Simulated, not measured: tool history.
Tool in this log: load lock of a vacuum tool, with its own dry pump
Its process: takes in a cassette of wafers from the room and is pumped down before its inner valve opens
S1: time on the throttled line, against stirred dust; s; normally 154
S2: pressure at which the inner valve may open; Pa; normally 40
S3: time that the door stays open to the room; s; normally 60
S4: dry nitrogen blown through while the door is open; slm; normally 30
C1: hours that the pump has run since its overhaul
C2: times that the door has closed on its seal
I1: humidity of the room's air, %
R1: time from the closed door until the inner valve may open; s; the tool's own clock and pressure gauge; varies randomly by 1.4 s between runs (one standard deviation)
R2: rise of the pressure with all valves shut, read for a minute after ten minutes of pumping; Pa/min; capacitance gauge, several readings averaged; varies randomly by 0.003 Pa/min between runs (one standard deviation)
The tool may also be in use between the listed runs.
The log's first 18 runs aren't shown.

Run 19, hour 5553.2: usual settings but S1 290 s, S2 49 Pa, S3 28 s; C1 2921; C2 12429; I1 42. Result: R1 340.6 s, R2 0.077 Pa/min.
Run 20, hour 5774.5: usual settings but S1 290 s, S2 49 Pa, S3 28 s; C1 3142; C2 12711; I1 44.5. Result: R1 341.2 s, R2 0.082 Pa/min.
Run 21, hour 6049.4: usual settings but S1 242 s, S2 39 Pa, S3 45 s, S4 5 slm; C1 3417; C2 13062; I1 44.8. Result: R1 309.7 s, R2 0.11 Pa/min.
Run 22, hour 6418.8: usual settings but S3 34 s, S4 14 slm; C1 3787; C2 13533; I1 44. Result: R1 244.5 s, R2 0.094 Pa/min.
Run 23, hour 6852.9: usual settings but S3 34 s, S4 14 slm; C1 4221; C2 14086; I1 45.9. Result: R1 243.5 s, R2 0.103 Pa/min.
Run 24, hour 7090.2: usual settings but S3 34 s, S4 14 slm; C1 4458; C2 14388; I1 46.1. Result: R1 243.6 s, R2 0.104 Pa/min.
Run 25, hour 7374.5: usual settings but S1 255 s, S3 29 s, S4 14 slm; C1 4742; C2 14751; I1 42.2. Result: R1 318.3 s, R2 0.104 Pa/min.
Run 26, hour 7773.2: usual settings but S4 15 slm; C1 5141; C2 15259; I1 44.7. Result: R1 246 s, R2 0.126 Pa/min.
Run 27, hour 8150.3: usual settings but S1 106 s, S2 65 Pa; C1 5518; C2 15740; I1 46.4. Result: R1 203.2 s, R2 0.114 Pa/min.
Run 28, hour 8407.7: usual settings but S1 106 s, S2 65 Pa, S3 107 s; C1 5775; C2 16068; I1 45.3. Result: R1 204.7 s, R2 0.137 Pa/min.
Run 29, hour 8793.4: usual settings but S1 159 s, S2 72 Pa, S3 35 s, S4 42 slm; C1 6161; C2 16560; I1 43.1. Result: R1 240.4 s, R2 0.113 Pa/min.
Run 30, hour 9206: usual settings but S1 159 s, S2 72 Pa, S3 35 s, S4 42 slm; C1 6574; C2 17086; I1 44.4. Result: R1 243.8 s, R2 0.116 Pa/min.
Run 31, hour 9438: usual settings but S1 197 s, S2 36 Pa, S3 38 s, S4 28 slm; C1 6806; C2 17381; I1 44.7. Result: R1 285.5 s, R2 0.128 Pa/min.
Run 32, hour 9707.8: usual settings but S1 197 s, S2 49 Pa, S3 38 s, S4 40 slm; C1 7076; C2 17725; I1 43. Result: R1 277.1 s, R2 0.122 Pa/min.
Run 33, hour 10106.3: usual settings but S1 303 s, S4 24 slm; C1 7474; C2 18233; I1 48.4. Result: R1 359.7 s, R2 0.144 Pa/min.
Run 34, hour 10505.8: usual settings but S1 303 s, S4 24 slm; C1 7874; C2 18743; I1 43.8. Result: R1 360.8 s, R2 0.15 Pa/min.
Run 35, hour 10734: usual settings but S1 267 s, S2 59 Pa, S4 40 slm; C1 8102; C2 19034; I1 47.1. Result: R1 324.4 s, R2 0.146 Pa/min.
Run 36, hour 11025.6: usual settings but S1 163 s, S4 10 slm; C1 8393; C2 19405; I1 46.6. Result: R1 263.2 s, R2 0.171 Pa/min.

Below are 4 alternative next runs, each starting from the tool's condition after run 36. Predict each:
Run A, hour 11267.8: usual settings but S1 108 s, S2 72 Pa, S4 10 slm; C1 8636; C2 19714; I1 44.6. Result: R1 ?, R2 ?.
Run B, hour 11267.8: usual settings but S1 92 s, S3 59 s, S4 44 slm; C1 8636; C2 19714; I1 43.6. Result: R1 ?, R2 ?.
Run C, hour 11267.8: usual settings but S1 121 s, S2 28 Pa, S3 142 s, S4 10 slm; C1 8636; C2 19714; I1 45. Result: R1 ?, R2 ?.
Run D, hour 11267.8: usual settings but S1 172 s, S3 116 s, S4 10 slm; C1 8636; C2 19714; I1 43.3. Result: R1 ?, R2 ?.

run     R1     R2
  A  211.1  0.179
  B  209.5  0.146
  C  237.8  0.207
  D  266.6  0.195
The same runs, with their run-to-run variation unchanged, on a tool lacking any hidden condition would have given:
run     R1     R2
  A  191.8  0.051
  B  187.7  0.019
  C  216.1  0.081
  D    249  0.069

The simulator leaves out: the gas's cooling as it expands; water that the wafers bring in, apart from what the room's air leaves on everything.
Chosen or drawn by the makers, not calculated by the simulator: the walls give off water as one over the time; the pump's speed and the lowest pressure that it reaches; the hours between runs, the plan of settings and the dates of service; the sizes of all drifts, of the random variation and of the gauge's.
